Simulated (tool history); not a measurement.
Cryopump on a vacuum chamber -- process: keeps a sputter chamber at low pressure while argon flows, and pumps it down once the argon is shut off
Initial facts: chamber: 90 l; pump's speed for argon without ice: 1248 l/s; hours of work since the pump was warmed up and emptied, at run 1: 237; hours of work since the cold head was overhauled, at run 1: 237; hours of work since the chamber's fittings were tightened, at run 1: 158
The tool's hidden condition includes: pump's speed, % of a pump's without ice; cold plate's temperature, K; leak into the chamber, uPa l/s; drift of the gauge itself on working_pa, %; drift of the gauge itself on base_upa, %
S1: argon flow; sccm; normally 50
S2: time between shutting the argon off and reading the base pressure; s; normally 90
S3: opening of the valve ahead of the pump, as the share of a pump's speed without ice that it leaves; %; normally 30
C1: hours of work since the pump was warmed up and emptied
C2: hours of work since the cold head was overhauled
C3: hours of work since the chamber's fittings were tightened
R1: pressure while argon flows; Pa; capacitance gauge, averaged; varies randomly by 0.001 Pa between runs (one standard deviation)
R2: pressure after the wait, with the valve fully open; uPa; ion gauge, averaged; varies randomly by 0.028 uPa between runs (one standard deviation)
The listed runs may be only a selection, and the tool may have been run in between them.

run,hour,S1,S2,S3,C1,C2,C3,R1,R2
1,0.0,50,90,30,237,237,158,0.2300,1.54
2,52.6,50,90,30,278,278,199,0.2322,1.55
3,76.5,50,90,28,296,296,217,0.2486,1.55
4,124.6,50,90,28,334,334,254,0.2478,1.65
5,154.1,61,90,30,356,356,277,0.2856,1.60
6,187.8,50,90,30,382,382,303,0.2329,1.70
7,241.9,50,177,30,424,424,345,0.2361,1.21
8,277.9,50,90,26,452,452,373,0.2683,1.73
9,319.0,50,90,24,484,484,405,0.2919,1.76
10,362.2,50,90,24,517,517,438,0.2946,1.88
11,387.4,50,90,24,537,537,458,0.2947,1.86
12,438.6,50,90,34,577,577,497,0.2125,1.90
13,486.6,50,90,34,614,614,535,0.2123,2.00
14,512.6,50,90,34,634,634,555,0.2140,2.00
15,557.0,50,90,44,668,668,589,0.1700,2.01
16,591.6,50,90,16,695,695,616,0.4404,2.07
17,631.6,26,113,20,726,726,647,0.1846,1.89
18,663.0,51,86,30,750,750,671,0.2499,2.14
19,713.9,51,86,30,790,790,711,0.2499,2.22
20,767.5,51,86,30,831,831,752,0.2508,2.33
21,816.9,50,249,22,870,870,790,0.3333,1.61
22,869.1,37,196,48,910,910,831,0.1206,1.82
23,907.5,99,196,24,940,940,861,0.6053,1.79
24,930.3,43,24,23,957,957,878,0.2746,5.45
25,980.1,21,35,26,996,996,917,0.1207,4.12
26,1020.1,50,121,50,1027,1027,948,0.1630,2.32
27,1066.2,50,121,50,1063,1063,983,0.1659,2.42
28,1107.1,50,40,26,1094,1094,1015,0.2904,3.89
29,1149.1,70,25,56,1127,1127,1048,0.2140,5.71
# hour 1157.2: pump warmed up, emptied and cooled again
30,1196.5,28,157,38,30,1160,1080,0.1003,1.79
31,1223.1,26,109,18,51,1180,1101,0.1980,2.10

What differs in the tool's unlogged condition from the final listed run ahead of each entry between runs to the first listed run following it?
Runs 29 to 30: pump warmed up, emptied and cooled again (hour 1157.2)
  pump's speed, % of a pump's without ice: 68.8 -> 98.5; cold plate's temperature, K: 12.51 -> 12.53; leak into the chamber, uPa l/s: 1412 -> 1446
  difference, measured minus the result without the unlogged condition, R1: +0.0444 -> +0.0010 Pa; R2: +1.46 -> +0.95 uPa

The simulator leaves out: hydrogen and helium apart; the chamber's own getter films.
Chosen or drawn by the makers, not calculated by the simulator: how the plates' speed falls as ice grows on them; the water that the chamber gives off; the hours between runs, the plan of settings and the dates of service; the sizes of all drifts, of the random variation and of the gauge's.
